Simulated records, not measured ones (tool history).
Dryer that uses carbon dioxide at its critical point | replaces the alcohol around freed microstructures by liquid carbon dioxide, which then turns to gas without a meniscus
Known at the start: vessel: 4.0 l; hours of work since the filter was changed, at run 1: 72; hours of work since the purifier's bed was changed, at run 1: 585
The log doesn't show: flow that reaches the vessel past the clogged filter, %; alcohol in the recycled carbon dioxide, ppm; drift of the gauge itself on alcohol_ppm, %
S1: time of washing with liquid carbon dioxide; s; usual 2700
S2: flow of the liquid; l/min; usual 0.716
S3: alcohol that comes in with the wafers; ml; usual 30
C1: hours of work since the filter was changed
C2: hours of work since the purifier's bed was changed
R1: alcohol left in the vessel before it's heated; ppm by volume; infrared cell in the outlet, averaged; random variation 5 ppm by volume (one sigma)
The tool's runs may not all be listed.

{"run": 1, "hour": 0.0, "S1": 2700, "S2": 0.716, "S3": 30, "C1": 72, "C2": 585, "R1": 117}
{"run": 2, "hour": 25.3, "S1": 2700, "S2": 1.002, "S3": 30, "C1": 83, "C2": 596, "R1": 114}
{"run": 3, "hour": 64.8, "S1": 2700, "S2": 1.002, "S3": 30, "C1": 101, "C2": 613, "R1": 116}
{"run": 4, "hour": 88.2, "S1": 2700, "S2": 0.716, "S3": 30, "C1": 111, "C2": 623, "R1": 128}
{"run": 5, "hour": 110.8, "S1": 2700, "S2": 0.716, "S3": 30, "C1": 121, "C2": 633, "R1": 142}
{"run": 6, "hour": 139.4, "S1": 2700, "S2": 0.716, "S3": 30, "C1": 133, "C2": 645, "R1": 133}
{"run": 7, "hour": 176.2, "S1": 2700, "S2": 0.716, "S3": 30, "C1": 149, "C2": 661, "R1": 132}
{"run": 8, "hour": 208.0, "S1": 2700, "S2": 0.716, "S3": 30, "C1": 163, "C2": 675, "R1": 135}
{"hour": 216.5, "done": "inlet filter changed"}
{"run": 9, "hour": 251.8, "S1": 2700, "S2": 1.055, "S3": 30, "C1": 15, "C2": 694, "R1": 134}
{"run": 10, "hour": 297.3, "S1": 2700, "S2": 1.055, "S3": 30, "C1": 35, "C2": 714, "R1": 144}
{"run": 11, "hour": 339.1, "S1": 2700, "S2": 1.055, "S3": 30, "C1": 53, "C2": 732, "R1": 140}
{"run": 12, "hour": 386.4, "S1": 2700, "S2": 0.664, "S3": 30, "C1": 74, "C2": 752, "R1": 161}
{"run": 13, "hour": 424.9, "S1": 2700, "S2": 0.664, "S3": 30, "C1": 91, "C2": 769, "R1": 166}
{"run": 14, "hour": 450.1, "S1": 2700, "S2": 0.664, "S3": 30, "C1": 102, "C2": 780, "R1": 170}
{"run": 15, "hour": 502.5, "S1": 2700, "S2": 0.716, "S3": 30, "C1": 124, "C2": 803, "R1": 170}
{"run": 16, "hour": 550.9, "S1": 2700, "S2": 1.039, "S3": 30, "C1": 145, "C2": 824, "R1": 155}
{"hour": 597.9, "done": "inlet filter changed"}
{"run": 17, "hour": 601.1, "S1": 3840, "S2": 1.039, "S3": 30, "C1": 1, "C2": 845, "R1": 165}
{"run": 18, "hour": 628.6, "S1": 2700, "S2": 0.716, "S3": 30, "C1": 13, "C2": 857, "R1": 158}
{"run": 19, "hour": 668.6, "S1": 2700, "S2": 0.716, "S3": 30, "C1": 31, "C2": 875, "R1": 174}
{"run": 20, "hour": 710.4, "S1": 2700, "S2": 0.716, "S3": 30, "C1": 49, "C2": 893, "R1": 186}
{"run": 21, "hour": 758.9, "S1": 2700, "S2": 1.178, "S3": 30, "C1": 70, "C2": 914, "R1": 173}
{"run": 22, "hour": 812.1, "S1": 2340, "S2": 0.716, "S3": 30, "C1": 93, "C2": 937, "R1": 202}
{"run": 23, "hour": 849.6, "S1": 2340, "S2": 0.716, "S3": 57, "C1": 109, "C2": 953, "R1": 225}
{"run": 24, "hour": 893.3, "S1": 2340, "S2": 0.716, "S3": 57, "C1": 129, "C2": 972, "R1": 235}
{"run": 25, "hour": 921.9, "S1": 3360, "S2": 0.501, "S3": 71, "C1": 141, "C2": 985, "R1": 250}
{"run": 26, "hour": 944.1, "S1": 3300, "S2": 0.544, "S3": 33, "C1": 151, "C2": 995, "R1": 210}
{"hour": 980.1, "done": "inlet filter changed"}
{"run": 27, "hour": 986.5, "S1": 4200, "S2": 0.469, "S3": 30, "C1": 3, "C2": 1013, "R1": 200}
{"run": 28, "hour": 1027.5, "S1": 3240, "S2": 0.496, "S3": 66, "C1": 21, "C2": 1030, "R1": 240}
{"run": 29, "hour": 1053.6, "S1": 1860, "S2": 0.951, "S3": 45, "C1": 32, "C2": 1042, "R1": 231}
{"run": 30, "hour": 1088.8, "S1": 1860, "S2": 0.951, "S3": 45, "C1": 47, "C2": 1057, "R1": 217}
{"run": 31, "hour": 1120.1, "S1": 1860, "S2": 0.951, "S3": 45, "C1": 61, "C2": 1071, "R1": 235}

Run 32 comes next. What will it give?
{"run": 32, "hour": 1144.7, "S1": 2700, "S2": 0.716, "S3": 54, "C1": 72, "C2": 1081, "R1": "?"}

Run 32 gave R1 223 ppm by volume.
Without the tool's hidden state the same run would have given R1 10 ppm by volume.
